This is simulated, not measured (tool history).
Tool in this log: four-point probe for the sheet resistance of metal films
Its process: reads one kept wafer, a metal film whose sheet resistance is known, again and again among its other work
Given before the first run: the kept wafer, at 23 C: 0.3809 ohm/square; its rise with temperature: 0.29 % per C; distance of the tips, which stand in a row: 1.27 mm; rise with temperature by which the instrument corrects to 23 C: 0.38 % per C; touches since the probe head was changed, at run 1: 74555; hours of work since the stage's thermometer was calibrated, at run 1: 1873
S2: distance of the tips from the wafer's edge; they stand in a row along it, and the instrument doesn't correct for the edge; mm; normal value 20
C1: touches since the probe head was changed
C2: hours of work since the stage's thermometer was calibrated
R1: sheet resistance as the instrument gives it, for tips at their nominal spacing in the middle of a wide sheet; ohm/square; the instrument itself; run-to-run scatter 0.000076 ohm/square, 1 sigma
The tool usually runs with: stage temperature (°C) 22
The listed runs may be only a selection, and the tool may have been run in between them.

run 1 hour=0.0 | stage_temperature_(°C)=22 S2=20 | C1=74555 C2=1873 | R1=0.382172
run 2 hour=40.4 | stage_temperature_(°C)=22 S2=4 | C1=76055 C2=1892 | R1=0.401191
run 3 hour=80.6 | stage_temperature_(°C)=22 S2=20 | C1=77552 C2=1912 | R1=0.382282
run 4 hour=132.0 | stage_temperature_(°C)=22 S2=20 | C1=79462 C2=1936 | R1=0.382459
run 5 hour=157.4 | stage_temperature_(°C)=22 S2=6 | C1=80407 C2=1948 | R1=0.390605
run 6 hour=200.6 | stage_temperature_(°C)=22 S2=6 | C1=82012 C2=1969 | R1=0.390880
run 7 hour=227.7 | stage_temperature_(°C)=22 S2=6 | C1=83022 C2=1982 | R1=0.390697
run 8 hour=264.0 | stage_temperature_(°C)=22 S2=20 | C1=84373 C2=1999 | R1=0.382490
run 9 hour=302.7 | stage_temperature_(°C)=22 S2=20 | C1=85811 C2=2017 | R1=0.382617
run 10 hour=330.3 | stage_temperature_(°C)=22 S2=20 | C1=86837 C2=2031 | R1=0.382534
run 11 hour=373.0 | stage_temperature_(°C)=22 S2=20 | C1=88425 C2=2051 | R1=0.382704
-- hour=378.5 stage's thermometer calibrated
run 12 hour=418.6 | stage_temperature_(°C)=26 S2=20 | C1=90103 C2=19 | R1=0.381381
run 13 hour=456.3 | stage_temperature_(°C)=26 S2=20 | C1=91504 C2=37 | R1=0.381529
run 14 hour=499.1 | stage_temperature_(°C)=22 S2=41 | C1=93094 C2=57 | R1=0.382288
run 15 hour=545.3 | stage_temperature_(°C)=22 S2=41 | C1=94813 C2=80 | R1=0.382317
run 16 hour=579.7 | stage_temperature_(°C)=22 S2=41 | C1=96092 C2=96 | R1=0.382285
run 17 hour=607.5 | stage_temperature_(°C)=22 S2=41 | C1=97124 C2=109 | R1=0.382269
run 18 hour=662.3 | stage_temperature_(°C)=22 S2=20 | C1=99162 C2=135 | R1=0.382958
run 19 hour=686.5 | stage_temperature_(°C)=22 S2=20 | C1=100065 C2=147 | R1=0.383140
-- hour=698.0 stage's thermometer calibrated, once more
run 20 hour=738.2 | stage_temperature_(°C)=22 S2=28 | C1=101967 C2=19 | R1=0.382446
run 21 hour=792.3 | stage_temperature_(°C)=24 S2=3 | C1=103978 C2=45 | R1=0.414533
run 22 hour=837.5 | stage_temperature_(°C)=24 S2=4 | C1=105660 C2=66 | R1=0.400897
run 23 hour=860.3 | stage_temperature_(°C)=24 S2=4 | C1=106508 C2=77 | R1=0.400959
run 24 hour=914.1 | stage_temperature_(°C)=24 S2=4 | C1=108509 C2=103 | R1=0.400992
run 25 hour=955.8 | stage_temperature_(°C)=24 S2=4 | C1=110060 C2=123 | R1=0.401051
run 26 hour=978.8 | stage_temperature_(°C)=28 S2=37 | C1=110915 C2=134 | R1=0.380275
run 27 hour=1020.6 | stage_temperature_(°C)=30 S2=40 | C1=112467 C2=154 | R1=0.379786
run 28 hour=1059.6 | stage_temperature_(°C)=33 S2=41 | C1=113918 C2=172 | R1=0.378763
run 29 hour=1083.3 | stage_temperature_(°C)=26 S2=51 | C1=114800 C2=184 | R1=0.381021
run 30 hour=1123.8 | stage_temperature_(°C)=19 S2=12 | C1=116305 C2=203 | R1=0.385633
run 31 hour=1168.2 | stage_temperature_(°C)=19 S2=12 | C1=117957 C2=224 | R1=0.385652
run 32 hour=1191.2 | stage_temperature_(°C)=19 S2=3 | C1=118812 C2=235 | R1=0.416820
run 33 hour=1231.9 | stage_temperature_(°C)=19 S2=13 | C1=120324 C2=254 | R1=0.385396
run 34 hour=1284.6 | stage_temperature_(°C)=19 S2=13 | C1=122285 C2=280 | R1=0.385430
run 35 hour=1340.5 | stage_temperature_(°C)=19 S2=13 | C1=124364 C2=306 | R1=0.385430
run 36 hour=1394.8 | stage_temperature_(°C)=26 S2=34 | C1=126382 C2=332 | R1=0.381472
run 37 hour=1419.7 | stage_temperature_(°C)=30 S2=20 | C1=127307 C2=344 | R1=0.380669

Expected results for the next run?
run 38 hour=1443.4 | stage_temperature_(°C)=23 S2=18 | C1=128190 C2=355 | R1=?

R1: 0.383284 ohm/square
Were there no unlogged condition in the tool, this run, its random variation unchanged, would have produced R1 0.381993 ohm/square.
